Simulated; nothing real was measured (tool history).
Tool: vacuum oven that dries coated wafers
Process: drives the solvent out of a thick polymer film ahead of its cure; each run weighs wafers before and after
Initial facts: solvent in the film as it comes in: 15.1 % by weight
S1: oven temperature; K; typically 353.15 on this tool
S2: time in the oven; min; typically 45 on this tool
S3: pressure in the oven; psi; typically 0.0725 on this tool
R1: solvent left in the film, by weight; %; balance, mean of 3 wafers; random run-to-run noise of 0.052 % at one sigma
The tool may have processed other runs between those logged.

{"run": 1, "hour": 0.0, "S1": 353.15, "S2": 45, "S3": 0.0725, "R1": 1.82}
{"run": 2, "hour": 15.6, "S1": 361.15, "S2": 45, "S3": 0.0725, "R1": 0.88}
{"run": 3, "hour": 36.3, "S1": 353.15, "S2": 45, "S3": 0.0725, "R1": 1.97}
{"run": 4, "hour": 53.1, "S1": 353.15, "S2": 45, "S3": 0.0725, "R1": 1.8}
{"run": 5, "hour": 75.9, "S1": 353.15, "S2": 45, "S3": 0.0725, "R1": 1.8}
{"run": 6, "hour": 89.9, "S1": 353.15, "S2": 45, "S3": 0.0725, "R1": 1.74}
{"run": 7, "hour": 102.7, "S1": 353.15, "S2": 45, "S3": 0.0725, "R1": 1.9}
{"run": 8, "hour": 116.8, "S1": 353.15, "S2": 45, "S3": 0.0725, "R1": 1.77}
{"run": 9, "hour": 140.3, "S1": 353.15, "S2": 45, "S3": 0.0725, "R1": 1.84}
{"run": 10, "hour": 160.2, "S1": 353.15, "S2": 45, "S3": 0.0725, "R1": 1.84}
{"run": 11, "hour": 178.4, "S1": 353.15, "S2": 45, "S3": 0.0408, "R1": 1.67}
{"run": 12, "hour": 203.4, "S1": 353.15, "S2": 61, "S3": 0.0965, "R1": 1.61}
{"run": 13, "hour": 225.2, "S1": 353.15, "S2": 61, "S3": 0.0965, "R1": 1.56}
{"run": 14, "hour": 238.1, "S1": 353.15, "S2": 61, "S3": 0.0965, "R1": 1.62}
{"run": 15, "hour": 253.0, "S1": 363.15, "S2": 49, "S3": 0.0725, "R1": 0.76}
{"run": 16, "hour": 267.5, "S1": 362.15, "S2": 49, "S3": 0.1677, "R1": 1.42}
{"run": 17, "hour": 290.7, "S1": 355.15, "S2": 45, "S3": 0.0606, "R1": 1.48}

Alternative continuations, all from the tool just after run 17; predict every row:
{"run": "A", "hour": 304.7, "S1": 353.15, "S2": 66, "S3": 0.0725, "R1": "?"}
{"run": "B", "hour": 304.7, "S1": 355.15, "S2": 65, "S3": 0.0606, "R1": "?"}
{"run": "C", "hour": 304.7, "S1": 355.15, "S2": 46, "S3": 0.0606, "R1": "?"}

run=A R1=1.39
run=B R1=1.03
run=C R1=1.38
Had the tool no hidden state, the same runs would have come out as:
run=A R1=1.03
run=B R1=0.69
run=C R1=1.11
